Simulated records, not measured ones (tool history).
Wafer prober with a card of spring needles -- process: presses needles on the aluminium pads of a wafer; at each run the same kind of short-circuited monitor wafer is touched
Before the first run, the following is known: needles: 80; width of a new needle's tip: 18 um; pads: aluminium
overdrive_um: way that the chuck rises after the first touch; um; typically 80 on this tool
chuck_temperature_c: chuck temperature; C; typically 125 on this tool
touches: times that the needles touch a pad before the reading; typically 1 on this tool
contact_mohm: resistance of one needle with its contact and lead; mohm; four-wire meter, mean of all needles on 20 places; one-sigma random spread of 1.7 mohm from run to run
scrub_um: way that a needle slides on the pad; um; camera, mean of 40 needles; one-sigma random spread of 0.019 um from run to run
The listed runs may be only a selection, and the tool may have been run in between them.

run 1 hour=0.0 | overdrive_um=80 chuck_temperature_c=125 touches=1 | contact_mohm=213 scrub_um=21.37
-- hour=3.3 tips cleaned on abrasive film
run 2 hour=7.4 | overdrive_um=80 chuck_temperature_c=125 touches=1 | contact_mohm=186 scrub_um=21.35
run 3 hour=17.5 | overdrive_um=80 chuck_temperature_c=125 touches=1 | contact_mohm=207 scrub_um=21.38
-- hour=27.8 tips cleaned on abrasive film
run 4 hour=30.3 | overdrive_um=80 chuck_temperature_c=36 touches=1 | contact_mohm=172 scrub_um=21.34
run 5 hour=42.8 | overdrive_um=67 chuck_temperature_c=125 touches=1 | contact_mohm=223 scrub_um=17.87
run 6 hour=50.5 | overdrive_um=67 chuck_temperature_c=125 touches=1 | contact_mohm=231 scrub_um=17.85
-- hour=52.3 tips cleaned on abrasive film
run 7 hour=63.1 | overdrive_um=61 chuck_temperature_c=125 touches=1 | contact_mohm=222 scrub_um=16.24
run 8 hour=72.5 | overdrive_um=61 chuck_temperature_c=125 touches=1 | contact_mohm=240 scrub_um=16.23
-- hour=76.0 tips cleaned on abrasive film
run 9 hour=80.0 | overdrive_um=90 chuck_temperature_c=125 touches=1 | contact_mohm=182 scrub_um=23.96
run 10 hour=88.1 | overdrive_um=80 chuck_temperature_c=28 touches=1 | contact_mohm=190 scrub_um=21.35
run 11 hour=94.5 | overdrive_um=80 chuck_temperature_c=28 touches=1 | contact_mohm=201 scrub_um=21.33
-- hour=99.9 tips cleaned on abrasive film
run 12 hour=105.3 | overdrive_um=80 chuck_temperature_c=28 touches=1 | contact_mohm=180 scrub_um=21.31
run 13 hour=111.0 | overdrive_um=80 chuck_temperature_c=125 touches=1 | contact_mohm=203 scrub_um=21.31
run 14 hour=116.8 | overdrive_um=80 chuck_temperature_c=125 touches=1 | contact_mohm=204 scrub_um=21.29
-- hour=123.7 tips cleaned on abrasive film
run 15 hour=124.7 | overdrive_um=80 chuck_temperature_c=125 touches=1 | contact_mohm=178 scrub_um=21.29
run 16 hour=130.2 | overdrive_um=80 chuck_temperature_c=125 touches=1 | contact_mohm=196 scrub_um=21.26
run 17 hour=137.5 | overdrive_um=80 chuck_temperature_c=125 touches=1 | contact_mohm=206 scrub_um=21.26
-- hour=147.7 tips cleaned on abrasive film
run 18 hour=150.4 | overdrive_um=80 chuck_temperature_c=125 touches=1 | contact_mohm=184 scrub_um=21.28
run 19 hour=163.3 | overdrive_um=80 chuck_temperature_c=125 touches=1 | contact_mohm=209 scrub_um=21.29
-- hour=171.8 tips cleaned on abrasive film
run 20 hour=175.6 | overdrive_um=74 chuck_temperature_c=125 touches=1 | contact_mohm=188 scrub_um=19.64
run 21 hour=188.1 | overdrive_um=80 chuck_temperature_c=125 touches=2 | contact_mohm=193 scrub_um=21.31
run 22 hour=195.1 | overdrive_um=80 chuck_temperature_c=125 touches=2 | contact_mohm=200 scrub_um=21.24
-- hour=196.4 tips cleaned on abrasive film
run 23 hour=203.4 | overdrive_um=65 chuck_temperature_c=73 touches=1 | contact_mohm=197 scrub_um=17.26
run 24 hour=211.1 | overdrive_um=65 chuck_temperature_c=73 touches=3 | contact_mohm=186 scrub_um=17.24
run 25 hour=219.2 | overdrive_um=80 chuck_temperature_c=93 touches=1 | contact_mohm=216 scrub_um=21.28
-- hour=220.5 tips cleaned on abrasive film
run 26 hour=229.2 | overdrive_um=80 chuck_temperature_c=82 touches=1 | contact_mohm=195 scrub_um=21.26
run 27 hour=237.6 | overdrive_um=65 chuck_temperature_c=27 touches=3 | contact_mohm=179 scrub_um=17.22
-- hour=244.4 tips cleaned on abrasive film
run 28 hour=246.0 | overdrive_um=65 chuck_temperature_c=27 touches=3 | contact_mohm=163 scrub_um=17.21
run 29 hour=253.8 | overdrive_um=99 chuck_temperature_c=74 touches=3 | contact_mohm=171 scrub_um=26.31
run 30 hour=263.4 | overdrive_um=84 chuck_temperature_c=89 touches=2 | contact_mohm=189 scrub_um=22.32
-- hour=268.1 tips cleaned on abrasive film
run 31 hour=269.0 | overdrive_um=90 chuck_temperature_c=78 touches=1 | contact_mohm=167 scrub_um=23.95
run 32 hour=280.7 | overdrive_um=80 chuck_temperature_c=83 touches=1 | contact_mohm=196 scrub_um=21.25
run 33 hour=286.1 | overdrive_um=87 chuck_temperature_c=82 touches=2 | contact_mohm=187 scrub_um=23.10
-- hour=292.5 tips cleaned on abrasive film
run 34 hour=295.4 | overdrive_um=87 chuck_temperature_c=82 touches=2 | contact_mohm=173 scrub_um=23.10

Below are 4 alternative next runs, each starting from the tool's condition after run 34. Predict each:
run A hour=305.0 | overdrive_um=99 chuck_temperature_c=57 touches=1 | contact_mohm=? scrub_um=?
run B hour=305.0 | overdrive_um=60 chuck_temperature_c=59 touches=3 | contact_mohm=? scrub_um=?
run C hour=305.0 | overdrive_um=93 chuck_temperature_c=82 touches=2 | contact_mohm=? scrub_um=?
run D hour=305.0 | overdrive_um=87 chuck_temperature_c=82 touches=2 | contact_mohm=? scrub_um=?

run=A contact_mohm=185 scrub_um=26.35
run=B contact_mohm=186 scrub_um=15.86
run=C contact_mohm=180 scrub_um=24.65
run=D contact_mohm=185 scrub_um=23.12
The same runs, with their run-to-run variation unchanged, on a tool lacking any hidden condition would have given:
run=A contact_mohm=161 scrub_um=26.59
run=B contact_mohm=165 scrub_um=16.10
run=C contact_mohm=165 scrub_um=24.89
run=D contact_mohm=168 scrub_um=23.36

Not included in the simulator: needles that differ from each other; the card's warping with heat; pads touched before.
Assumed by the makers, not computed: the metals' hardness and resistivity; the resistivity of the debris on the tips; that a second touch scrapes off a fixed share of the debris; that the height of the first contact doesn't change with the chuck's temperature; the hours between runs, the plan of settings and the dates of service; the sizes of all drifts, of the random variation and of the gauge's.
